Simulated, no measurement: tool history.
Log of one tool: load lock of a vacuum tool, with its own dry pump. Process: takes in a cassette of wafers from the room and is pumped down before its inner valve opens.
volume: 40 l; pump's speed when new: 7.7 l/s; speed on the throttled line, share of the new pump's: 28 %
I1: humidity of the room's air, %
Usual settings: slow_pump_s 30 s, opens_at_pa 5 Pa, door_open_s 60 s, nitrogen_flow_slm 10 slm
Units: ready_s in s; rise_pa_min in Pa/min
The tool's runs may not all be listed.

run 1 hour=0.0 | slow_pump_s=30 opens_at_pa=5 door_open_s=60 nitrogen_flow_slm=10 | I1=45.8 | ready_s=74.7 rise_pa_min=0.037
run 2 hour=82.6 | slow_pump_s=21 opens_at_pa=5 door_open_s=60 nitrogen_flow_slm=10 | I1=43.1 | ready_s=67.9 rise_pa_min=0.035
run 3 hour=163.4 | slow_pump_s=21 opens_at_pa=5 door_open_s=60 nitrogen_flow_slm=10 | I1=44.4 | ready_s=68.1 rise_pa_min=0.035
run 4 hour=260.7 | slow_pump_s=21 opens_at_pa=5 door_open_s=60 nitrogen_flow_slm=10 | I1=46.6 | ready_s=67.5 rise_pa_min=0.032
run 5 hour=357.5 | slow_pump_s=30 opens_at_pa=5 door_open_s=60 nitrogen_flow_slm=24 | I1=45.3 | ready_s=73.6 rise_pa_min=0.024
run 6 hour=480.0 | slow_pump_s=30 opens_at_pa=5 door_open_s=60 nitrogen_flow_slm=24 | I1=46.6 | ready_s=74.8 rise_pa_min=0.026
run 7 hour=573.8 | slow_pump_s=30 opens_at_pa=5 door_open_s=60 nitrogen_flow_slm=24 | I1=49.9 | ready_s=74.3 rise_pa_min=0.023
run 8 hour=684.7 | slow_pump_s=30 opens_at_pa=8 door_open_s=60 nitrogen_flow_slm=24 | I1=47.2 | ready_s=70.7 rise_pa_min=0.024
run 9 hour=738.2 | slow_pump_s=30 opens_at_pa=8 door_open_s=60 nitrogen_flow_slm=24 | I1=46.0 | ready_s=71.4 rise_pa_min=0.029
run 10 hour=848.4 | slow_pump_s=30 opens_at_pa=8 door_open_s=60 nitrogen_flow_slm=24 | I1=45.4 | ready_s=71.4 rise_pa_min=0.026
run 11 hour=936.6 | slow_pump_s=30 opens_at_pa=8 door_open_s=60 nitrogen_flow_slm=24 | I1=46.6 | ready_s=71.6 rise_pa_min=0.026
run 12 hour=1043.8 | slow_pump_s=30 opens_at_pa=8 door_open_s=60 nitrogen_flow_slm=24 | I1=45.0 | ready_s=71.2 rise_pa_min=0.022
run 13 hour=1150.0 | slow_pump_s=30 opens_at_pa=8 door_open_s=60 nitrogen_flow_slm=24 | I1=42.2 | ready_s=71.5 rise_pa_min=0.028
run 14 hour=1221.1 | slow_pump_s=30 opens_at_pa=5 door_open_s=60 nitrogen_flow_slm=10 | I1=43.7 | ready_s=74.5 rise_pa_min=0.029
run 15 hour=1278.7 | slow_pump_s=30 opens_at_pa=5 door_open_s=60 nitrogen_flow_slm=10 | I1=41.9 | ready_s=74.0 rise_pa_min=0.030
run 16 hour=1373.6 | slow_pump_s=30 opens_at_pa=5 door_open_s=60 nitrogen_flow_slm=10 | I1=48.7 | ready_s=74.3 rise_pa_min=0.037
run 17 hour=1494.4 | slow_pump_s=30 opens_at_pa=5 door_open_s=60 nitrogen_flow_slm=10 | I1=45.4 | ready_s=74.1 rise_pa_min=0.034
run 18 hour=1599.2 | slow_pump_s=30 opens_at_pa=5 door_open_s=134 nitrogen_flow_slm=10 | I1=46.7 | ready_s=73.9 rise_pa_min=0.055
run 19 hour=1684.7 | slow_pump_s=30 opens_at_pa=5 door_open_s=134 nitrogen_flow_slm=10 | I1=46.3 | ready_s=73.9 rise_pa_min=0.059
run 20 hour=1775.9 | slow_pump_s=30 opens_at_pa=5 door_open_s=134 nitrogen_flow_slm=10 | I1=46.6 | ready_s=74.7 rise_pa_min=0.052
run 21 hour=1854.7 | slow_pump_s=30 opens_at_pa=5 door_open_s=134 nitrogen_flow_slm=10 | I1=46.8 | ready_s=74.5 rise_pa_min=0.049
run 22 hour=1952.7 | slow_pump_s=58 opens_at_pa=4 door_open_s=196 nitrogen_flow_slm=10 | I1=46.9 | ready_s=96.6 rise_pa_min=0.079
run 23 hour=2032.1 | slow_pump_s=58 opens_at_pa=4 door_open_s=196 nitrogen_flow_slm=10 | I1=47.1 | ready_s=95.5 rise_pa_min=0.073
run 24 hour=2117.5 | slow_pump_s=50 opens_at_pa=7 door_open_s=144 nitrogen_flow_slm=13 | I1=47.2 | ready_s=86.5 rise_pa_min=0.053
run 25 hour=2168.7 | slow_pump_s=50 opens_at_pa=7 door_open_s=144 nitrogen_flow_slm=13 | I1=46.3 | ready_s=86.4 rise_pa_min=0.056
run 26 hour=2252.0 | slow_pump_s=50 opens_at_pa=7 door_open_s=144 nitrogen_flow_slm=13 | I1=44.5 | ready_s=86.3 rise_pa_min=0.054
run 27 hour=2319.4 | slow_pump_s=30 opens_at_pa=5 door_open_s=59 nitrogen_flow_slm=10 | I1=47.1 | ready_s=74.2 rise_pa_min=0.033
run 28 hour=2406.6 | slow_pump_s=24 opens_at_pa=6 door_open_s=68 nitrogen_flow_slm=13 | I1=45.6 | ready_s=68.5 rise_pa_min=0.034
run 29 hour=2494.2 | slow_pump_s=24 opens_at_pa=4 door_open_s=143 nitrogen_flow_slm=5 | I1=46.1 | ready_s=72.1 rise_pa_min=0.066
run 30 hour=2548.8 | slow_pump_s=30 opens_at_pa=5 door_open_s=131 nitrogen_flow_slm=10 | I1=49.3 | ready_s=74.1 rise_pa_min=0.056
run 31 hour=2617.8 | slow_pump_s=30 opens_at_pa=5 door_open_s=131 nitrogen_flow_slm=10 | I1=47.8 | ready_s=74.6 rise_pa_min=0.059
run 32 hour=2718.5 | slow_pump_s=30 opens_at_pa=9 door_open_s=115 nitrogen_flow_slm=10 | I1=45.7 | ready_s=71.0 rise_pa_min=0.056
run 33 hour=2829.3 | slow_pump_s=30 opens_at_pa=4 door_open_s=60 nitrogen_flow_slm=10 | I1=48.1 | ready_s=76.0 rise_pa_min=0.038
run 34 hour=2950.7 | slow_pump_s=30 opens_at_pa=4 door_open_s=60 nitrogen_flow_slm=10 | I1=46.4 | ready_s=75.3 rise_pa_min=0.033
run 35 hour=3011.0 | slow_pump_s=30 opens_at_pa=4 door_open_s=60 nitrogen_flow_slm=10 | I1=43.2 | ready_s=75.1 rise_pa_min=0.037
run 36 hour=3085.0 | slow_pump_s=30 opens_at_pa=5 door_open_s=60 nitrogen_flow_slm=12 | I1=46.7 | ready_s=74.4 rise_pa_min=0.038
run 37 hour=3207.7 | slow_pump_s=30 opens_at_pa=4 door_open_s=181 nitrogen_flow_slm=24 | I1=42.8 | ready_s=75.4 rise_pa_min=0.044

Forecast each of these 4 alternatives for the next run:
run A hour=3269.3 | slow_pump_s=30 opens_at_pa=4 door_open_s=108 nitrogen_flow_slm=24 | I1=45.2 | ready_s=? rise_pa_min=?
run B hour=3269.3 | slow_pump_s=30 opens_at_pa=5 door_open_s=55 nitrogen_flow_slm=10 | I1=42.7 | ready_s=? rise_pa_min=?
run C hour=3269.3 | slow_pump_s=30 opens_at_pa=5 door_open_s=183 nitrogen_flow_slm=10 | I1=44.9 | ready_s=? rise_pa_min=?
run D hour=3269.3 | slow_pump_s=27 opens_at_pa=6 door_open_s=40 nitrogen_flow_slm=24 | I1=44.9 | ready_s=? rise_pa_min=?

run=A ready_s=75.9 rise_pa_min=0.037
run=B ready_s=74.1 rise_pa_min=0.033
run=C ready_s=74.0 rise_pa_min=0.069
run=D ready_s=71.3 rise_pa_min=0.021
Without the tool's hidden state the same runs would have given:
run=A ready_s=75.9 rise_pa_min=0.036
run=B ready_s=74.1 rise_pa_min=0.032
run=C ready_s=73.9 rise_pa_min=0.069
run=D ready_s=71.2 rise_pa_min=0.021

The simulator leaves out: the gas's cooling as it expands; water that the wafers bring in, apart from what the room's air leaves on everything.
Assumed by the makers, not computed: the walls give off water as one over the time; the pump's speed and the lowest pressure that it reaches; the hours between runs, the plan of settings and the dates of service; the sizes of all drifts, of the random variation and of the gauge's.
